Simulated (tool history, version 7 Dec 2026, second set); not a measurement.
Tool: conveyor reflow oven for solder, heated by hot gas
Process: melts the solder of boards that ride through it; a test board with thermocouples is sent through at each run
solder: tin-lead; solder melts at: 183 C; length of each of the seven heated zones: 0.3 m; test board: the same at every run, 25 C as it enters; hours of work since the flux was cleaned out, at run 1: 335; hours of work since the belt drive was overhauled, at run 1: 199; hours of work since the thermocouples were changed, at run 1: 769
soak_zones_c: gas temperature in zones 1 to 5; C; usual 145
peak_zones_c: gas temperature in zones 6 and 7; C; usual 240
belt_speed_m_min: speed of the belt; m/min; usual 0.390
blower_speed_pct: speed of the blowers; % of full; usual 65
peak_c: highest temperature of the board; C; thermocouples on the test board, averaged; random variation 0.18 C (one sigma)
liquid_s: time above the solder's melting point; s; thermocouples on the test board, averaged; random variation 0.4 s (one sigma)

run	day	soak_zones_c	peak_zones_c	belt_speed_m_min	blower_speed_pct	hours of work since the flux was cleaned out	hours of work since the belt drive was overhauled	hours of work since the thermocouples were changed	peak_c	liquid_s
1	0.000	145	240	0.390	65	335	199	769	228.1	81.6
2	0.817	145	240	0.390	65	343	208	777	228.3	81.7
3	1.367	145	240	0.390	65	349	213	783	228.2	81.5
4	1.796	145	240	0.390	65	353	218	787	227.8	81.8
5	2.379	145	240	0.390	65	359	224	793	228.1	81.7
# day 3.029: flux residue cleaned out of gas plates and filters
6	3.488	145	240	0.390	65	5	233	803	230.0	82.7
7	4.400	134	240	0.390	65	14	242	812	228.4	77.5
8	4.917	145	240	0.390	65	19	248	817	230.0	82.9
9	5.867	145	240	0.390	65	29	257	827	230.1	82.7
10	6.500	145	240	0.390	65	36	264	834	230.0	83.3
11	7.354	145	240	0.390	65	44	273	842	230.2	83.3
12	7.775	145	240	0.390	65	49	277	847	230.3	84.4
13	8.304	145	240	0.390	65	54	282	852	230.0	82.7
14	9.108	144	255	0.313	80	62	291	860	250.8	114.7
15	9.767	145	238	0.390	70	69	297	867	229.2	83.5
16	10.329	153	253	0.369	56	75	303	873	243.0	99.7
17	11.079	145	240	0.373	65	83	311	881	231.0	87.7
18	11.929	145	249	0.390	65	91	319	889	238.3	88.3
19	12.475	145	242	0.388	65	97	325	895	232.1	84.8
20	13.338	137	229	0.360	51	106	334	904	218.8	77.2
21	13.850	153	229	0.360	86	111	339	909	224.8	92.0
22	14.675	153	230	0.447	68	119	348	917	219.3	68.7
23	15.296	153	230	0.447	68	126	354	924	219.1	69.0
24	16.075	153	230	0.447	68	134	362	932	218.9	68.5
25	16.979	153	230	0.447	68	143	371	941	218.9	67.6
26	17.379	132	238	0.390	89	147	375	945	229.7	78.9

Forecast each of these 5 alternatives for the next run:
A	18.358	132	253	0.452	89	157	385	955	?	?
B	18.358	136	238	0.415	69	157	385	955	?	?
C	18.358	132	242	0.364	73	157	385	955	?	?
D	18.358	156	240	0.390	65	157	385	955	?	?
E	18.358	136	238	0.444	83	157	385	955	?	?

run	peak_c	liquid_s
A	238.7	72.0
B	225.5	71.3
C	233.3	86.6
D	231.5	89.3
E	225.6	67.5
Without the tool's hidden state the same runs would have given:
run	peak_c	liquid_s
A	237.1	70.4
B	223.7	69.4
C	231.3	84.5
D	229.5	87.3
E	223.9	65.9
